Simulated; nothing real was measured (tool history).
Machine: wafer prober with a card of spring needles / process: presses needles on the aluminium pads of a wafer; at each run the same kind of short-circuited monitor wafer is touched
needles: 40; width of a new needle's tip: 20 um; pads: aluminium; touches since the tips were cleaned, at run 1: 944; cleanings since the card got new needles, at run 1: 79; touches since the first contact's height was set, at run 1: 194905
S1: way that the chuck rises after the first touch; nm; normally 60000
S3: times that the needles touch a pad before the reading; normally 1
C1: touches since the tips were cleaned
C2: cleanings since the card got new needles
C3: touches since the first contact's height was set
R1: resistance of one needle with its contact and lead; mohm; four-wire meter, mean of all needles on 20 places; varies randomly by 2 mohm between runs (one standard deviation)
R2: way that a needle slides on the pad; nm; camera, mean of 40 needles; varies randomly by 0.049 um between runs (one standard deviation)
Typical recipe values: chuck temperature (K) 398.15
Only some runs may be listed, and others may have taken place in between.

Run 1, hour 0.0: usual settings; C1 944; C2 79; C3 194905. Result: R1 295 mohm, R2 10300 nm.
At hour 23.1: tips cleaned on abrasive film.
At hour 49.8: tips cleaned on abrasive film.
Run 2, hour 51.0: usual settings; C1 218; C2 81; C3 204691. Result: R1 251 mohm, R2 10240 nm.
At hour 78.9: tips cleaned on abrasive film.
At hour 108.9: tips cleaned on abrasive film.
Run 3, hour 110.1: usual settings but chuck temperature (K) 304.15; C1 245; C2 83; C3 216057. Result: R1 245 mohm, R2 10300 nm.
At hour 136.4: tips cleaned on abrasive film.
Run 4, hour 139.8: usual settings; C1 660; C2 84; C3 221764. Result: R1 270 mohm, R2 10290 nm.
At hour 164.0: tips cleaned on abrasive film.
Run 5, hour 185.5: usual settings; C1 4128; C2 85; C3 230537. Result: R1 389 mohm, R2 10260 nm.
At hour 191.4: tips cleaned on abrasive film.
At hour 219.9: tips cleaned on abrasive film.
Run 6, hour 245.6: usual settings; C1 4943; C2 87; C3 242088. Result: R1 411 mohm, R2 10260 nm.
At hour 249.6: tips cleaned on abrasive film.
At hour 276.1: height of the first contact set anew.
At hour 281.0: tips cleaned on abrasive film.
Run 7, hour 287.7: usual settings; C1 1282; C2 89; C3 2216. Result: R1 298 mohm, R2 11120 nm.
At hour 309.7: tips cleaned on abrasive film.
Run 8, hour 326.0: usual settings; C1 3136; C2 90; C3 9576. Result: R1 361 mohm, R2 11080 nm.
At hour 340.0: tips cleaned on abrasive film.
At hour 367.7: tips cleaned on abrasive film.
Run 9, hour 387.6: usual settings; C1 3834; C2 92; C3 21416. Result: R1 370 mohm, R2 10960 nm.
At hour 396.1: tips cleaned on abrasive film.
At hour 423.9: tips cleaned on abrasive film.
Run 10, hour 439.6: usual settings; C1 3013; C2 94; C3 31395. Result: R1 344 mohm, R2 10940 nm.
At hour 451.1: tips cleaned on abrasive film.
At hour 477.6: tips cleaned on abrasive film.
Run 11, hour 477.6: usual settings; C1 0; C2 96; C3 38691. Result: R1 244 mohm, R2 11000 nm.
At hour 506.2: tips cleaned on abrasive film.
At hour 535.2: tips cleaned on abrasive film.
Run 12, hour 535.2: usual settings; C1 0; C2 98; C3 49759. Result: R1 242 mohm, R2 10960 nm.
At hour 563.3: tips cleaned on abrasive film.
Run 13, hour 581.6: usual settings but S3 3; C1 3529; C2 99; C3 58668. Result: R1 279 mohm, R2 10890 nm.
At hour 590.7: tips cleaned on abrasive film.
At hour 617.2: tips cleaned on abrasive film.
Run 14, hour 627.2: usual settings but S3 3; C1 1938; C2 101; C3 67427. Result: R1 266 mohm, R2 10860 nm.
At hour 645.1: tips cleaned on abrasive film.
Run 15, hour 662.0: usual settings but S3 3; C1 3269; C2 102; C3 74121. Result: R1 278 mohm, R2 10800 nm.
At hour 674.3: tips cleaned on abrasive film.
At hour 700.8: tips cleaned on abrasive film.
Run 16, hour 707.7: usual settings but S1 77000 nm, S3 3; C1 1331; C2 104; C3 82880. Result: R1 234 mohm, R2 13860 nm.
At hour 727.6: tips cleaned on abrasive film.
Run 17, hour 747.5: usual settings but S1 52000 nm; C1 3848; C2 105; C3 90542. Result: R1 435 mohm, R2 9290 nm.
At hour 756.9: tips cleaned on abrasive film.
At hour 787.8: tips cleaned on abrasive film.
Run 18, hour 794.5: usual settings but S1 57000 nm, S3 2; C1 1288; C2 107; C3 99561. Result: R1 289 mohm, R2 10160 nm.
At hour 818.7: tips cleaned on abrasive film.
Run 19, hour 843.6: usual settings but S3 2; C1 4787; C2 108; C3 108995. Result: R1 328 mohm, R2 10610 nm.
At hour 847.7: tips cleaned on abrasive film.
At hour 875.8: tips cleaned on abrasive film.
Run 20, hour 892.3: usual settings but S1 76000 nm, chuck temperature (K) 380.15; C1 3193; C2 110; C3 118358. Result: R1 306 mohm, R2 13530 nm.
At hour 903.1: tips cleaned on abrasive film.
At hour 932.7: tips cleaned on abrasive film.
Run 21, hour 932.7: usual settings but S1 72000 nm, chuck temperature (K) 356.15; C1 0; C2 112; C3 126103. Result: R1 229 mohm, R2 12850 nm.
At hour 962.3: tips cleaned on abrasive film.
Run 22, hour 963.8: usual settings but S1 72000 nm, chuck temperature (K) 376.15; C1 299; C2 113; C3 132074. Result: R1 250 mohm, R2 12810 nm.
At hour 989.6: tips cleaned on abrasive film.
At hour 1018.4: tips cleaned on abrasive film.
Run 23, hour 1026.5: usual settings but S1 42000 nm, chuck temperature (K) 382.15; C1 1561; C2 115; C3 144121. Result: R1 455 mohm, R2 7260 nm.
At hour 1048.6: tips cleaned on abrasive film.
Run 24, hour 1067.8: usual settings but S1 57000 nm, chuck temperature (K) 382.15; C1 3696; C2 116; C3 152062. Result: R1 395 mohm, R2 10100 nm.
At hour 1079.3: tips cleaned on abrasive film.
Run 25, hour 1094.2: usual settings but S3 2; C1 2877; C2 117; C3 157132. Result: R1 316 mohm, R2 10460 nm.
At hour 1106.7: tips cleaned on abrasive film.
Run 26, hour 1124.7: usual settings but chuck temperature (K) 311.15, S3 3; C1 3485; C2 118; C3 162997. Result: R1 272 mohm, R2 10550 nm.
At hour 1137.3: tips cleaned on abrasive film.
At hour 1164.3: tips cleaned on abrasive film.
Run 27, hour 1167.3: usual settings but chuck temperature (K) 311.15, S3 3; C1 565; C2 120; C3 171153. Result: R1 226 mohm, R2 10360 nm.
At hour 1195.4: tips cleaned on abrasive film.
Run 28, hour 1214.3: usual settings but S1 53000 nm, chuck temperature (K) 312.15, S3 2; C1 3632; C2 121; C3 180199. Result: R1 348 mohm, R2 9060 nm.
At hour 1222.0: tips cleaned on abrasive film.
At hour 1249.6: tips cleaned on abrasive film.
Run 29, hour 1249.6: usual settings but S1 42000 nm, chuck temperature (K) 319.15; C1 9; C2 123; C3 186975. Result: R1 250 mohm, R2 6970 nm.
At hour 1276.2: tips cleaned on abrasive film.
Run 30, hour 1277.8: usual settings but S1 50000 nm, chuck temperature (K) 319.15; C1 310; C2 124; C3 192382. Result: R1 258 mohm, R2 8480 nm.
At hour 1304.9: tips cleaned on abrasive film.
At hour 1331.6: tips cleaned on abrasive film.
Run 31, hour 1333.3: usual settings but S1 50000 nm, chuck temperature (K) 319.15; C1 339; C2 126; C3 203051. Result: R1 282 mohm, R2 8410 nm.

Measured result minus the same run's result without the hidden state. Both carry the same run-to-run variation, though not necessarily the same gauge scatter:
Unlogged tool condition in this case: debris on the tips, nm; way that the needles fall short of the set height, um; tips' diameter, um; drift of the gauge itself on contact_mohm, %; drift of the gauge itself on scrub_um, %.
run    R1    R2
  1   +76  -730
  2   +29  -770
  3   +44  -820
  4   +48  -840
  5  +166  -860
  6  +191  -900
  7   +73   -20
  8  +137   -40
  9  +146   -80
 10  +122  -120
 11   +19  -160
 12   +20  -200
 13   +57  -220
 14   +42  -260
 15   +57  -280
 16   +21  -320
 17  +208  -350
 18   +61  -380
 19  +109  -410
 20   +95  -450
 21   +20  -480
 22   +33  -510
 23  +226  -550
 24  +180  -580
 25   +92  -590
 26   +69  -610
 27   +22  -660
 28  +145  -680
 29   +40  -710
 30   +50  -730
 31   +74  -770
